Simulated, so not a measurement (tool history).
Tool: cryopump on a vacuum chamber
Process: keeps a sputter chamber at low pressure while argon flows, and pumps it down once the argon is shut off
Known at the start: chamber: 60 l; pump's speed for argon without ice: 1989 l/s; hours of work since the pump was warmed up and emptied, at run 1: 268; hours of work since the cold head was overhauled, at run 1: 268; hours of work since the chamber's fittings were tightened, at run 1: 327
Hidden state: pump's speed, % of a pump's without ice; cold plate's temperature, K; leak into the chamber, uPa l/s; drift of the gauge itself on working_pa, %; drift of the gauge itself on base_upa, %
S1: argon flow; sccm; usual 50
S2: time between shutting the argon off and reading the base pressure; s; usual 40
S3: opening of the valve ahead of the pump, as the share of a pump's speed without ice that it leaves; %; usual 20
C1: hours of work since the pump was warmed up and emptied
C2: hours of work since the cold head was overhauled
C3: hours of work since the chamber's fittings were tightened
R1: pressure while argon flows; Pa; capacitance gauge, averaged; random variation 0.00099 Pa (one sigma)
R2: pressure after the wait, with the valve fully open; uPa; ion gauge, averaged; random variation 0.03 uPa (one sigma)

run,hour,S1,S2,S3,C1,C2,C3,R1,R2
1,0.0,50,40,20,268,268,327,0.2145,1.71
2,17.2,50,40,20,280,280,339,0.2167,1.74
3,33.3,50,40,20,292,292,350,0.2147,1.70
4,55.3,50,40,20,307,307,366,0.2152,1.75
5,67.0,50,154,20,315,315,374,0.2187,0.71
6,91.2,50,154,20,332,332,391,0.2166,0.74
7,104.9,50,40,20,342,342,400,0.2168,1.78
8,123.0,50,40,32,355,355,413,0.1379,1.79
9,142.9,50,40,32,369,369,427,0.1379,1.72
10,156.9,50,94,32,379,379,437,0.1376,1.03
11,175.3,41,40,20,392,392,450,0.1790,1.79
12,196.3,41,40,20,406,406,465,0.1794,1.79
13,217.2,41,40,20,421,421,479,0.1786,1.83
14,233.3,41,40,20,432,432,491,0.1791,1.83
15,247.6,50,40,20,442,442,501,0.2169,1.87
16,265.5,50,40,20,455,455,513,0.2159,1.87
17,280.5,50,40,20,465,465,524,0.2193,1.84
18,304.8,34,268,20,483,483,541,0.1484,0.68
19,329.9,95,40,20,500,500,558,0.4143,1.93
20,356.8,32,135,25,519,519,577,0.1150,0.94
21,372.0,21,83,37,530,530,588,0.0520,1.22
22,387.1,21,40,18,540,540,599,0.1032,1.99
23,410.4,21,40,18,557,557,615,0.1017,1.98
24,438.4,38,229,20,576,576,635,0.1678,0.80
25,460.8,94,293,34,592,592,650,0.2502,0.75
26,483.8,30,23,23,608,608,667,0.1155,2.87
27,509.5,30,23,23,626,626,685,0.1159,3.01
28,536.0,24,32,31,645,645,703,0.0705,2.35
29,555.7,83,71,28,659,659,717,0.2693,1.40
30,568.3,83,71,28,668,668,726,0.2717,1.44
31,589.2,83,71,28,682,682,741,0.2700,1.45
32,609.8,62,223,43,697,697,755,0.1370,0.91
33,636.0,91,223,45,715,715,774,0.1937,0.95
34,658.8,72,112,23,731,731,790,0.2848,1.21

The same runs without the tool's hidden state, with the same run-to-run variation:
run,R1,R2
1,0.2109,1.52
2,0.2129,1.54
3,0.2107,1.49
4,0.2110,1.53
5,0.2144,0.48
6,0.2119,0.50
7,0.2120,1.53
8,0.1329,1.54
9,0.1327,1.46
10,0.1322,0.75
11,0.1744,1.51
12,0.1747,1.50
13,0.1737,1.54
14,0.1740,1.51
15,0.2106,1.55
16,0.2094,1.54
17,0.2126,1.51
18,0.1437,0.34
19,0.4005,1.56
20,0.1101,0.56
21,0.0487,0.82
22,0.0998,1.58
23,0.0982,1.57
24,0.1612,0.37
25,0.2335,0.33
26,0.1100,2.44
27,0.1102,2.55
28,0.0657,1.87
29,0.2522,0.91
30,0.2541,0.94
31,0.2521,0.94
32,0.1232,0.39
33,0.1727,0.41
34,0.2676,0.65
